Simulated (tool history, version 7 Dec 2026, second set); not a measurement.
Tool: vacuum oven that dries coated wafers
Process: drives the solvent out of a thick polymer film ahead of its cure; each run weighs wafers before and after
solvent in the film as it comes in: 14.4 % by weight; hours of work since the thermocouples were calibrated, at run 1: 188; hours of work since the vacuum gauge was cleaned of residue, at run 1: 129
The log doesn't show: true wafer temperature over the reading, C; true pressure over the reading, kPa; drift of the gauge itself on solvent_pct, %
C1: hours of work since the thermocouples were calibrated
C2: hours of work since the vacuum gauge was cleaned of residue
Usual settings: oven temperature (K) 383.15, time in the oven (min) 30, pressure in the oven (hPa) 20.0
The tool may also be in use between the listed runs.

{"run": 1, "hour": 0.0, "oven temperature (K)": 383.15, "time in the oven (min)": 30, "pressure in the oven (hPa)": 20.0, "C1": 188, "C2": 129, "solvent left in the film (%)": 2.48}
{"run": 2, "hour": 79.6, "oven temperature (K)": 383.15, "time in the oven (min)": 30, "pressure in the oven (hPa)": 20.0, "C1": 220, "C2": 162, "solvent left in the film (%)": 2.48}
{"run": 3, "hour": 143.6, "oven temperature (K)": 383.15, "time in the oven (min)": 30, "pressure in the oven (hPa)": 20.0, "C1": 246, "C2": 188, "solvent left in the film (%)": 2.52}
{"run": 4, "hour": 245.9, "oven temperature (K)": 383.15, "time in the oven (min)": 30, "pressure in the oven (hPa)": 20.0, "C1": 288, "C2": 229, "solvent left in the film (%)": 2.51}
{"run": 5, "hour": 310.2, "oven temperature (K)": 370.15, "time in the oven (min)": 30, "pressure in the oven (hPa)": 20.0, "C1": 314, "C2": 256, "solvent left in the film (%)": 4.53}
{"run": 6, "hour": 404.7, "oven temperature (K)": 370.15, "time in the oven (min)": 30, "pressure in the oven (hPa)": 20.0, "C1": 353, "C2": 294, "solvent left in the film (%)": 4.53}
{"run": 7, "hour": 456.9, "oven temperature (K)": 383.15, "time in the oven (min)": 30, "pressure in the oven (hPa)": 20.0, "C1": 374, "C2": 315, "solvent left in the film (%)": 2.45}
{"run": 8, "hour": 527.7, "oven temperature (K)": 383.15, "time in the oven (min)": 30, "pressure in the oven (hPa)": 20.0, "C1": 403, "C2": 344, "solvent left in the film (%)": 2.39}
{"run": 9, "hour": 595.7, "oven temperature (K)": 383.15, "time in the oven (min)": 30, "pressure in the oven (hPa)": 20.0, "C1": 431, "C2": 372, "solvent left in the film (%)": 2.42}
{"run": 10, "hour": 656.9, "oven temperature (K)": 383.15, "time in the oven (min)": 30, "pressure in the oven (hPa)": 20.0, "C1": 456, "C2": 397, "solvent left in the film (%)": 2.53}
{"run": 11, "hour": 759.8, "oven temperature (K)": 383.15, "time in the oven (min)": 30, "pressure in the oven (hPa)": 20.0, "C1": 498, "C2": 439, "solvent left in the film (%)": 2.46}
{"run": 12, "hour": 837.0, "oven temperature (K)": 383.15, "time in the oven (min)": 29, "pressure in the oven (hPa)": 20.0, "C1": 529, "C2": 470, "solvent left in the film (%)": 2.52}
{"run": 13, "hour": 913.9, "oven temperature (K)": 383.15, "time in the oven (min)": 29, "pressure in the oven (hPa)": 20.0, "C1": 560, "C2": 502, "solvent left in the film (%)": 2.6}
{"run": 14, "hour": 1020.8, "oven temperature (K)": 383.15, "time in the oven (min)": 30, "pressure in the oven (hPa)": 10.5, "C1": 604, "C2": 545, "solvent left in the film (%)": 1.82}
{"run": 15, "hour": 1102.7, "oven temperature (K)": 373.15, "time in the oven (min)": 30, "pressure in the oven (hPa)": 20.0, "C1": 637, "C2": 579, "solvent left in the film (%)": 4.12}
{"run": 16, "hour": 1165.4, "oven temperature (K)": 373.15, "time in the oven (min)": 30, "pressure in the oven (hPa)": 20.0, "C1": 663, "C2": 604, "solvent left in the film (%)": 4.05}
{"hour": 1188.8, "done": "oven's thermocouples calibrated"}
{"run": 17, "hour": 1239.5, "oven temperature (K)": 375.15, "time in the oven (min)": 30, "pressure in the oven (hPa)": 20.0, "C1": 21, "C2": 634, "solvent left in the film (%)": 3.45}
{"run": 18, "hour": 1324.2, "oven temperature (K)": 381.15, "time in the oven (min)": 30, "pressure in the oven (hPa)": 16.6, "C1": 55, "C2": 668, "solvent left in the film (%)": 2.39}
{"run": 19, "hour": 1402.2, "oven temperature (K)": 381.15, "time in the oven (min)": 30, "pressure in the oven (hPa)": 16.6, "C1": 87, "C2": 700, "solvent left in the film (%)": 2.41}
{"run": 20, "hour": 1471.4, "oven temperature (K)": 381.15, "time in the oven (min)": 30, "pressure in the oven (hPa)": 16.6, "C1": 115, "C2": 728, "solvent left in the film (%)": 2.5}
{"run": 21, "hour": 1563.5, "oven temperature (K)": 381.15, "time in the oven (min)": 27, "pressure in the oven (hPa)": 44.5, "C1": 153, "C2": 766, "solvent left in the film (%)": 4.76}
{"run": 22, "hour": 1618.7, "oven temperature (K)": 395.15, "time in the oven (min)": 20, "pressure in the oven (hPa)": 19.9, "C1": 175, "C2": 788, "solvent left in the film (%)": 1.9}
{"hour": 1684.6, "done": "oven's thermocouples calibrated, once more"}
{"run": 23, "hour": 1713.4, "oven temperature (K)": 390.15, "time in the oven (min)": 44, "pressure in the oven (hPa)": 66.8, "C1": 12, "C2": 826, "solvent left in the film (%)": 4.43}
{"run": 24, "hour": 1773.0, "oven temperature (K)": 390.15, "time in the oven (min)": 44, "pressure in the oven (hPa)": 66.8, "C1": 36, "C2": 850, "solvent left in the film (%)": 4.42}
{"run": 25, "hour": 1847.3, "oven temperature (K)": 390.15, "time in the oven (min)": 30, "pressure in the oven (hPa)": 35.1, "C1": 66, "C2": 881, "solvent left in the film (%)": 2.82}
{"run": 26, "hour": 1900.3, "oven temperature (K)": 383.15, "time in the oven (min)": 51, "pressure in the oven (hPa)": 20.0, "C1": 88, "C2": 902, "solvent left in the film (%)": 1.96}
{"run": 27, "hour": 1987.8, "oven temperature (K)": 383.15, "time in the oven (min)": 51, "pressure in the oven (hPa)": 20.0, "C1": 124, "C2": 938, "solvent left in the film (%)": 1.94}
{"run": 28, "hour": 2083.0, "oven temperature (K)": 388.15, "time in the oven (min)": 52, "pressure in the oven (hPa)": 20.0, "C1": 162, "C2": 977, "solvent left in the film (%)": 1.6}
{"run": 29, "hour": 2140.7, "oven temperature (K)": 374.15, "time in the oven (min)": 51, "pressure in the oven (hPa)": 79.4, "C1": 186, "C2": 1000, "solvent left in the film (%)": 9.32}
{"run": 30, "hour": 2210.8, "oven temperature (K)": 368.15, "time in the oven (min)": 39, "pressure in the oven (hPa)": 38.0, "C1": 215, "C2": 1029, "solvent left in the film (%)": 6.64}
{"run": 31, "hour": 2305.3, "oven temperature (K)": 377.15, "time in the oven (min)": 25, "pressure in the oven (hPa)": 36.4, "C1": 253, "C2": 1067, "solvent left in the film (%)": 5.51}
{"run": 32, "hour": 2385.4, "oven temperature (K)": 379.15, "time in the oven (min)": 22, "pressure in the oven (hPa)": 70.1, "C1": 286, "C2": 1100, "solvent left in the film (%)": 7.77}
{"run": 33, "hour": 2494.0, "oven temperature (K)": 394.15, "time in the oven (min)": 21, "pressure in the oven (hPa)": 20.0, "C1": 330, "C2": 1144, "solvent left in the film (%)": 2.05}
{"run": 34, "hour": 2597.5, "oven temperature (K)": 383.15, "time in the oven (min)": 20, "pressure in the oven (hPa)": 65.7, "C1": 372, "C2": 1186, "solvent left in the film (%)": 6.84}

Forecast each of these 5 alternatives for the next run:
{"run": "A", "hour": 2698.3, "oven temperature (K)": 376.15, "time in the oven (min)": 16, "pressure in the oven (hPa)": 16.7, "C1": 413, "C2": 1227, "solvent left in the film (%)": "?"}
{"run": "B", "hour": 2698.3, "oven temperature (K)": 395.15, "time in the oven (min)": 30, "pressure in the oven (hPa)": 32.0, "C1": 413, "C2": 1227, "solvent left in the film (%)": "?"}
{"run": "C", "hour": 2698.3, "oven temperature (K)": 396.15, "time in the oven (min)": 21, "pressure in the oven (hPa)": 53.0, "C1": 413, "C2": 1227, "solvent left in the film (%)": "?"}
{"run": "D", "hour": 2698.3, "oven temperature (K)": 380.15, "time in the oven (min)": 20, "pressure in the oven (hPa)": 65.7, "C1": 413, "C2": 1227, "solvent left in the film (%)": "?"}
{"run": "E", "hour": 2698.3, "oven temperature (K)": 385.15, "time in the oven (min)": 17, "pressure in the oven (hPa)": 20.0, "C1": 413, "C2": 1227, "solvent left in the film (%)": "?"}

run=A solvent_left_in_the_film_(%)=5.53
run=B solvent_left_in_the_film_(%)=2.15
run=C solvent_left_in_the_film_(%)=3.48
run=D solvent_left_in_the_film_(%)=7.50
run=E solvent_left_in_the_film_(%)=4.07
Without the tool's hidden state the same runs would have given:
run=A solvent_left_in_the_film_(%)=5.37
run=B solvent_left_in_the_film_(%)=1.99
run=C solvent_left_in_the_film_(%)=3.38
run=D solvent_left_in_the_film_(%)=7.40
run=E solvent_left_in_the_film_(%)=3.94
